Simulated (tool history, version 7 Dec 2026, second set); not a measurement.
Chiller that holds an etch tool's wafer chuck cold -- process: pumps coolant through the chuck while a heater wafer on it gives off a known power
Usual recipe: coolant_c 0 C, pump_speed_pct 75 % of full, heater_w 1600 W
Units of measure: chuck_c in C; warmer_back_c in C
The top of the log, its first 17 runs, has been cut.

run	hour	coolant_c	pump_speed_pct	heater_w	hours since the coolant was changed and the channels were flushed	hours since the pump was overhauled	hours since the chiller's thermometer was calibrated	chuck_c	warmer_back_c
18	756.8	1	72	1600	2952	3230	3973	24.6	6.62
19	797.8	7	91	1221	2993	3271	4014	21.1	3.9
20	862.1	7	91	1221	3057	3336	4079	21.3	3.91
21	914.9	2	79	1446	3110	3388	4131	21.4	5.4
22	971.3	-7	79	1600	3166	3445	4188	14.4	6.02
23	1036.5	-7	79	1600	3231	3510	4253	14.6	6.02
24	1076.7	0	94	2043	3272	3550	4293	23.3	6.31
25	1143	0	94	2043	3338	3616	4359	23.5	6.34
26	1206.9	0	94	2043	3402	3680	4423	23.2	6.31
27	1270	0	61	1648	3465	3744	4486	28.8	8.23
28	1329.3	-5	75	1600	3524	3803	4546	17.8	6.37
29	1386	-1	75	828	3581	3859	4602	10.7	3.26
30	1414.4	0	83	807	3609	3888	4631	10.1	2.86
# hour 1459.3: chiller's thermometer calibrated
31	1481.3	0	67	1600	3675	3954	22	25.9	7.27

Forecast each of these 5 alternatives for the next run:
A	1534.7	0	75	1600	3729	4007	75	?	?
B	1534.7	5	83	1788	3729	4007	75	?	?
C	1534.7	7	67	1600	3729	4007	75	?	?
D	1534.7	3	86	1055	3729	4007	75	?	?
E	1534.7	-9	75	1600	3729	4007	75	?	?

run	chuck_c	warmer_back_c
A	23.2	6.45
B	28.6	6.33
C	32.9	7.21
D	16.4	3.59
E	14.1	6.35
Had the tool no hidden state, the same runs would have come out as:
run	chuck_c	warmer_back_c
A	21.7	6.26
B	27	6.13
C	31.1	6.99
D	15.5	3.48
E	12.5	6.16
